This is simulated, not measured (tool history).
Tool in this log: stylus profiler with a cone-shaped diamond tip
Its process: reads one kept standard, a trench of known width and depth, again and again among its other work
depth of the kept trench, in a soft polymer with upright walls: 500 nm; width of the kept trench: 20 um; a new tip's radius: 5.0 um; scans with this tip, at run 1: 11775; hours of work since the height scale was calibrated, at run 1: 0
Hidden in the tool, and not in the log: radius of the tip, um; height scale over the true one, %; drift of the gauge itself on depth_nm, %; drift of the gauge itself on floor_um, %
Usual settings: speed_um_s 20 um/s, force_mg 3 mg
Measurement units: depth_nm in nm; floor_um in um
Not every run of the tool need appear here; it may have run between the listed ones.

| run | hour | speed_um_s | force_mg | scans with this tip | hours of work since the height scale was calibrated | depth_nm | floor_um |
|---|---|---|---|---|---|---|---|
| 1 | 0 | 20 | 3 | 11775 | 0 | 505.84 | 14.79 |
| 2 | 34.8 | 20 | 3 | 11956 | 15 | 506.06 | 14.76 |
| 3 | 66.6 | 20 | 3 | 12122 | 29 | 505.9 | 14.76 |
| 4 | 124.8 | 20 | 3 | 12426 | 54 | 505.98 | 14.79 |
| 5 | 169.2 | 20 | 3 | 12658 | 74 | 506.04 | 14.76 |
| 6 | 215.7 | 19 | 3 | 12901 | 94 | 506.11 | 14.74 |
| 7 | 257.2 | 25 | 3 | 13118 | 112 | 506.03 | 14.78 |
|  | 262.4 | height scale calibrated on a step standard |
| 8 | 312.9 | 21 | 3.67 | 13406 | 22 | 506.82 | 14.74 |
| 9 | 349.4 | 9 | 7.99 | 13596 | 38 | 511.89 | 14.81 |
|  | 376.4 | height scale calibrated on a step standard, once more |
| 10 | 383.4 | 9 | 7.99 | 13771 | 3 | 511.5 | 14.74 |
| 11 | 426.1 | 53 | 1.65 | 13994 | 22 | 504.04 | 14.42 |
| 12 | 483 | 10 | 2.73 | 14291 | 47 | 505.98 | 14.71 |
| 13 | 514.5 | 38 | 5.06 | 14456 | 60 | 508.52 | 14.62 |
| 14 | 545.9 | 28 | 1.17 | 14619 | 74 | 502.93 | 14.53 |

Pick out some run-to-run changes in depth_nm. Of each, how much would a tool without hidden state show as well, from the settings, what came in and chance, and how much is left for the hidden state and any gauge scatter not in both results compared?
Run 9 -> 10: height scale calibrated on a step standard, once more. depth_nm -0.39 nm: hidden state -0.26, all else -0.13.
Run 10 -> 11: speed_um_s 9 -> 53, force_mg 7.99 -> 1.65. depth_nm -7.46 nm: hidden state +0.02, all else -7.48.
